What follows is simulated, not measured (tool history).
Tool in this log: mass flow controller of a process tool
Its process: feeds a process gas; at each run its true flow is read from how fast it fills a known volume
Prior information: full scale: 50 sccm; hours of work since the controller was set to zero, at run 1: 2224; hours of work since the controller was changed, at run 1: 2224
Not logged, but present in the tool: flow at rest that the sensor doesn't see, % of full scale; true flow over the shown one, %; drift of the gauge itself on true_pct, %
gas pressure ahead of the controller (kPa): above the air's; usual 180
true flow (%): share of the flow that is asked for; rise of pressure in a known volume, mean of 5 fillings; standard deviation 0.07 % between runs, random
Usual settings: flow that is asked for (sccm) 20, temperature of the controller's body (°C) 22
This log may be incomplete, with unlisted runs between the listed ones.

run,hour,flow that is asked for (sccm),gas pressure ahead of the controller (kPa),temperature of the controller's body (°C),hours of work since the controller was set to zero,hours of work since the controller was changed,true flow (%)
1,0,20,180,22,2224,2224,96.98
2,190.1,20,180,31,2313,2313,97.56
3,392.8,8,180,22,2407,2407,95.3
4,658.4,8,229,22,2531,2531,94.93
5,944.1,20,180,22,2664,2664,96.79
6,1088.5,20,180,22,2731,2731,96.77
7,1219.2,20,153,22,2792,2792,96.78
8,1490.8,20,153,22,2919,2919,96.77
9,1676.2,7,180,22,3005,3005,94.48
10,1875.4,7,180,22,3098,3098,94.36
11,2078.6,7,180,22,3192,3192,94.46
12,2247.3,7,180,22,3271,3271,94.26
13,2384.6,7,180,22,3335,3335,94.12
14,2553.8,7,180,22,3414,3414,94.12
15,2744.7,20,180,31,3503,3503,96.89
16,2966.8,20,180,31,3606,3606,96.89
17,3082.5,20,180,31,3660,3660,96.84
18,3203.4,20,180,21,3716,3716,96.13
19,3335.7,20,180,21,3778,3778,96.18
20,3502,20,180,22,3855,3855,96.14
21,3619.5,20,235,21,3910,3910,95.86
22,3794.8,20,235,24,3992,3992,95.81
23,3914.9,15,196,39,4048,4048,96.36
24,4174.5,21,242,33,4169,4169,96.43
25,4383.6,7,201,28,4266,4266,93.83
26,4660.6,33,180,38,4395,4395,98.04
27,4896.2,9,196,22,4505,4505,93.88
28,5018.8,6,233,32,4562,4562,93.22
29,5188.4,5,148,27,4641,4641,92.46
30,5329.4,11,205,22,4707,4707,94.3
31,5468,11,205,22,4771,4771,94.21
32,5739.4,18,205,21,4898,4898,95.19
33,5904.8,18,205,21,4975,4975,95.24
34,6154.8,21,236,29,5091,5091,95.91
35,6301.3,7,141,21,5159,5159,92.97
36,6587.3,46,235,38,5293,5293,98.48
37,6875.1,30,235,22,5427,5427,96.15
38,7116.2,12,235,22,5539,5539,93.97
39,7347.8,12,235,22,5647,5647,93.8

Pick out some run-to-run changes in true flow (%). Of each, how much would a tool without hidden state show as well, from the settings, what came in and chance, and how much is left for the hidden state and any gauge scatter not in both results compared?
Run 25 -> 26: flow that is asked for (sccm) 7 -> 33, gas pressure ahead of the controller (kPa) 201 -> 180, temperature of the controller's body (°C) 28 -> 38. true flow (%) +4.21: hidden state +1.86, all else +2.35.
Run 26 -> 27: flow that is asked for (sccm) 33 -> 9, gas pressure ahead of the controller (kPa) 180 -> 196, temperature of the controller's body (°C) 38 -> 22. true flow (%) -4.16: hidden state -1.47, all else -2.69.
Run 29 -> 30: flow that is asked for (sccm) 5 -> 11, gas pressure ahead of the controller (kPa) 148 -> 205, temperature of the controller's body (°C) 27 -> 22. true flow (%) +1.84: hidden state +1.94, all else -0.1.
Run 34 -> 35: flow that is asked for (sccm) 21 -> 7, gas pressure ahead of the controller (kPa) 236 -> 141, temperature of the controller's body (°C) 29 -> 21. true flow (%) -2.94: hidden state -1.94, all else -1.
Run 35 -> 36: flow that is asked for (sccm) 7 -> 46, gas pressure ahead of the controller (kPa) 141 -> 235, temperature of the controller's body (°C) 21 -> 38. true flow (%) +5.51: hidden state +2.37, all else +3.14.

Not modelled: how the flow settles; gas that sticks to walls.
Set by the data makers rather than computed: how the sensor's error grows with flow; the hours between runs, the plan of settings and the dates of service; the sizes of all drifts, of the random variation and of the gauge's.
